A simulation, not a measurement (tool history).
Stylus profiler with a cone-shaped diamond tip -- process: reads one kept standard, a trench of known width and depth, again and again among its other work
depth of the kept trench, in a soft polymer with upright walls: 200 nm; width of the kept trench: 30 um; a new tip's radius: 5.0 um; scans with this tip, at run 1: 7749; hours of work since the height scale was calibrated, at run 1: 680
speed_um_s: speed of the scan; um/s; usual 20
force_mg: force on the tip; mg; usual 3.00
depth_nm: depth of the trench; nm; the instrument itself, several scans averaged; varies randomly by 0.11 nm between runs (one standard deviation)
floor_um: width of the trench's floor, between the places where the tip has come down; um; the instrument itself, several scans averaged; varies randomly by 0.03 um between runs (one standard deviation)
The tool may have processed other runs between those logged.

run,hour,speed_um_s,force_mg,scans with this tip,hours of work since the height scale was calibrated,depth_nm,floor_um
1,0.0,20,3.00,7749,680,201.89,26.58
2,69.0,20,3.00,8139,714,202.06,26.53
3,149.9,20,3.00,8595,755,201.79,26.53
4,264.1,68,3.00,9239,811,201.97,26.32
5,345.1,68,3.00,9697,851,201.79,26.21
6,467.4,68,3.00,10387,912,201.77,26.22
7,572.0,68,3.00,10977,964,201.64,26.21
8,709.7,20,3.00,11754,1032,201.74,26.30
9,780.3,20,3.00,12152,1067,201.57,26.18
10,838.9,6,3.00,12484,1096,201.64,26.19
11,942.2,6,3.00,13066,1147,201.49,26.20
12,1061.4,6,3.00,13739,1206,201.62,26.11
13,1159.1,6,3.00,14291,1255,201.47,26.11
14,1260.0,6,3.00,14860,1304,201.36,26.06
15,1362.1,20,3.00,15436,1355,201.28,25.97
16,1460.3,20,3.00,15990,1404,201.34,25.95
17,1545.6,20,3.00,16472,1446,201.12,25.89
18,1663.1,20,3.00,17135,1504,201.07,25.84
19,1734.9,20,3.00,17540,1540,201.00,25.82
20,1845.5,20,2.70,18164,1595,201.13,25.79
21,1962.4,20,2.99,18824,1652,201.02,25.75
# hour 2018.6: height scale calibrated on a step standard
22,2071.3,20,1.39,19436,26,201.64,25.72
23,2150.2,20,1.73,19881,65,201.87,25.70
24,2257.0,20,3.00,20483,118,202.73,25.69
25,2373.1,75,3.00,21138,176,202.72,25.44
26,2465.3,26,5.79,21659,221,204.11,25.55
27,2548.3,26,5.79,22127,262,203.93,25.56
28,2646.6,26,5.79,22682,311,203.78,25.54
29,2750.1,13,1.54,23266,362,201.42,25.52
30,2863.8,13,1.54,23908,419,201.26,25.50
31,2948.6,22,8.48,24386,461,205.22,25.44
32,3037.6,22,8.48,24889,505,205.22,25.41
33,3123.2,9,2.57,25371,547,202.06,25.40
34,3227.2,74,6.34,25959,599,204.02,25.26
35,3336.3,74,6.34,26574,653,203.69,25.23
36,3426.5,74,6.34,27083,697,203.79,25.17
37,3485.2,5,2.84,27414,727,201.79,25.26
38,3546.1,59,3.00,27758,757,201.81,25.08
39,3685.9,11,1.60,28547,826,200.92,25.22
40,3757.8,44,1.95,28953,862,201.27,25.04
41,3872.4,68,1.25,29600,918,200.57,24.92
42,3940.9,8,5.12,29986,952,202.75,25.14
43,4058.2,8,5.12,30648,1010,202.86,25.05
44,4117.2,15,6.35,30981,1040,203.58,25.03
45,4180.3,20,1.26,31337,1071,200.52,24.88
46,4282.7,20,1.26,31915,1122,200.36,25.00
47,4360.5,20,1.26,32354,1160,200.42,24.93

3 options for the next run, each taken on its own from the tool as it stands now. Forecast them:
A,4481.4,11,1.26,33036,1220,?,?
B,4481.4,20,1.48,33036,1220,?,?
C,4481.4,65,1.29,33036,1220,?,?

run,depth_nm,floor_um
A,200.32,24.90
B,200.36,24.89
C,200.17,24.72
What these runs would have given with no unlogged condition in the tool:
run,depth_nm,floor_um
A,201.62,27.13
B,201.66,27.12
C,201.47,26.95
